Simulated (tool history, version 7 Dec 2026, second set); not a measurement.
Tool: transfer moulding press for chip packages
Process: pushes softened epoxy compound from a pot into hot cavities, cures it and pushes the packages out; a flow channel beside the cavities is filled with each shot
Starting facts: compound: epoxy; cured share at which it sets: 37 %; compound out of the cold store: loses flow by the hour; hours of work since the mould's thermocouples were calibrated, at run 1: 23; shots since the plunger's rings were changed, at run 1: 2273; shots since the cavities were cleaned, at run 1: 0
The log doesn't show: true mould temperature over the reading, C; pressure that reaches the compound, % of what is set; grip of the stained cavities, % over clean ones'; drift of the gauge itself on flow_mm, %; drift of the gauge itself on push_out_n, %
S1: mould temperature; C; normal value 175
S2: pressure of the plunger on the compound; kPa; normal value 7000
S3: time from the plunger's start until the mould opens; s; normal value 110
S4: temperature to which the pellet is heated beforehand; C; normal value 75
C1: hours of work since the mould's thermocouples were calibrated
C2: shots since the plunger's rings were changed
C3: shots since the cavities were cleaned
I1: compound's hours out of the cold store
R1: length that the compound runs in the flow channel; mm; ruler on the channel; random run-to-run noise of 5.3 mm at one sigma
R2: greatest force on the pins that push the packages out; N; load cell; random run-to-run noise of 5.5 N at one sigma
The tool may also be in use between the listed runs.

Run 1, hour 0.0: usual settings; C1 23; C2 2273; C3 0; I1 28.3. Result: R1 675 mm, R2 196 N.
Run 2, hour 20.1: usual settings; C1 39; C2 2510; C3 237; I1 16.2. Result: R1 686 mm, R2 220 N.
Run 3, hour 44.2: usual settings; C1 57; C2 2796; C3 523; I1 18.4. Result: R1 676 mm, R2 260 N.
Run 4, hour 65.8: usual settings; C1 73; C2 3051; C3 778; I1 37.4. Result: R1 638 mm, R2 247 N.
Run 5, hour 88.6: usual settings but S3 117 s; C1 91; C2 3320; C3 1047; I1 27.8. Result: R1 649 mm, R2 251 N.
At hour 94.2: cavities cleaned with cleaning compound and waxed.
Run 6, hour 109.1: usual settings but S2 7240 kPa, S3 117 s; C1 105; C2 3545; C3 176; I1 44.9. Result: R1 625 mm, R2 203 N.
Run 7, hour 133.8: usual settings but S2 6350 kPa; C1 124; C2 3837; C3 468; I1 16.8. Result: R1 646 mm, R2 255 N.
Run 8, hour 158.5: usual settings; C1 143; C2 4129; C3 760; I1 12.3. Result: R1 677 mm, R2 283 N.
Run 9, hour 171.3: usual settings; C1 153; C2 4280; C3 911; I1 11.6. Result: R1 684 mm, R2 269 N.
At hour 175.2: mould's thermocouples calibrated.
At hour 190.5: plunger's sealing rings changed.
At hour 193.9: cavities cleaned with cleaning compound and waxed.
Run 10, hour 201.1: usual settings; C1 17; C2 107; C3 85; I1 20.1. Result: R1 705 mm, R2 204 N.
At hour 213.3: mould's thermocouples calibrated, once more.
Run 11, hour 215.1: usual settings; C1 1; C2 249; C3 227; I1 32.0. Result: R1 680 mm, R2 214 N.
Run 12, hour 230.8: usual settings; C1 13; C2 435; C3 413; I1 10.0. Result: R1 737 mm, R2 242 N.
Run 13, hour 249.7: usual settings; C1 28; C2 658; C3 636; I1 33.8. Result: R1 674 mm, R2 249 N.
Run 14, hour 261.9: usual settings; C1 37; C2 803; C3 781; I1 48.0. Result: R1 639 mm, R2 252 N.
Run 15, hour 283.9: usual settings but S2 5820 kPa, S3 145 s; C1 54; C2 1062; C3 1040; I1 47.5. Result: R1 580 mm, R2 228 N.
At hour 290.5: cavities cleaned with cleaning compound and waxed.
Run 16, hour 299.8: usual settings but S2 6130 kPa, S3 145 s; C1 65; C2 1232; C3 109; I1 16.3. Result: R1 654 mm, R2 177 N.
Run 17, hour 320.7: usual settings but S2 6130 kPa, S3 145 s; C1 81; C2 1480; C3 357; I1 16.0. Result: R1 658 mm, R2 199 N.
Run 18, hour 331.6: usual settings but S4 65 C; C1 89; C2 1608; C3 485; I1 35.9. Result: R1 656 mm, R2 244 N.
Run 19, hour 342.5: usual settings but S1 170 C, S2 5350 kPa, S4 70 C; C1 97; C2 1738; C3 615; I1 13.5. Result: R1 644 mm, R2 359 N.
Run 20, hour 353.6: usual settings but S3 116 s, S4 76 C; C1 106; C2 1869; C3 746; I1 20.1. Result: R1 692 mm, R2 247 N.
Run 21, hour 369.8: usual settings but S3 116 s, S4 76 C; C1 118; C2 2060; C3 937; I1 34.7. Result: R1 658 mm, R2 240 N.
At hour 386.2: cavities cleaned with cleaning compound and waxed.
Run 22, hour 387.9: usual settings but S1 174 C, S3 116 s, S4 76 C; C1 131; C2 2257; C3 21; I1 47.8. Result: R1 633 mm, R2 191 N.
Run 23, hour 401.0: usual settings but S1 180 C, S2 5770 kPa, S3 133 s; C1 141; C2 2411; C3 175; I1 40.5. Result: R1 563 mm, R2 165 N.
Run 24, hour 421.3: usual settings but S1 180 C, S2 5770 kPa, S3 133 s; C1 156; C2 2651; C3 415; I1 29.8. Result: R1 575 mm, R2 193 N.
Run 25, hour 436.4: usual settings but S1 180 C, S2 5770 kPa, S3 133 s; C1 168; C2 2829; C3 593; I1 14.5. Result: R1 600 mm, R2 205 N.
Run 26, hour 448.8: usual settings but S1 170 C, S2 5940 kPa, S3 133 s; C1 177; C2 2976; C3 740; I1 27.6. Result: R1 628 mm, R2 258 N.
Run 27, hour 464.3: usual settings but S1 170 C, S2 5940 kPa, S3 133 s; C1 189; C2 3159; C3 923; I1 47.9. Result: R1 587 mm, R2 260 N.

Below are 5 alternative next runs, each starting from the tool's condition after run 27. Predict each:
At hour 480.5: cavities cleaned with cleaning compound and waxed.
Run A, hour 487.8: usual settings but S2 6370 kPa; C1 206; C2 3420; C3 87; I1 41.0. Result: R1 ?, R2 ?.
At hour 480.5: cavities cleaned with cleaning compound and waxed.
Run B, hour 487.8: usual settings but S1 170 C, S2 6690 kPa, S3 113 s, S4 73 C; C1 206; C2 3420; C3 87; I1 32.8. Result: R1 ?, R2 ?.
At hour 480.5: cavities cleaned with cleaning compound and waxed.
Run C, hour 487.8: usual settings but S1 170 C, S2 5940 kPa, S3 133 s, S4 73 C; C1 206; C2 3420; C3 87; I1 45.1. Result: R1 ?, R2 ?.
At hour 480.5: cavities cleaned with cleaning compound and waxed.
Run D, hour 487.8: usual settings but S1 170 C, S2 5940 kPa, S3 105 s; C1 206; C2 3420; C3 87; I1 9.2. Result: R1 ?, R2 ?.
At hour 480.5: cavities cleaned with cleaning compound and waxed.
Run E, hour 487.8: usual settings but S1 174 C, S2 5940 kPa, S3 97 s, S4 72 C; C1 206; C2 3420; C3 87; I1 42.0. Result: R1 ?, R2 ?.

run   R1   R2
  A  606  200
  B  654  269
  C  585  211
  D  666  329
  E  567  267
The same runs, with their run-to-run variation unchanged, on a tool lacking any hidden condition would have given:
run   R1   R2
  A  646  181
  B  697  240
  C  624  191
  D  710  292
  E  605  239
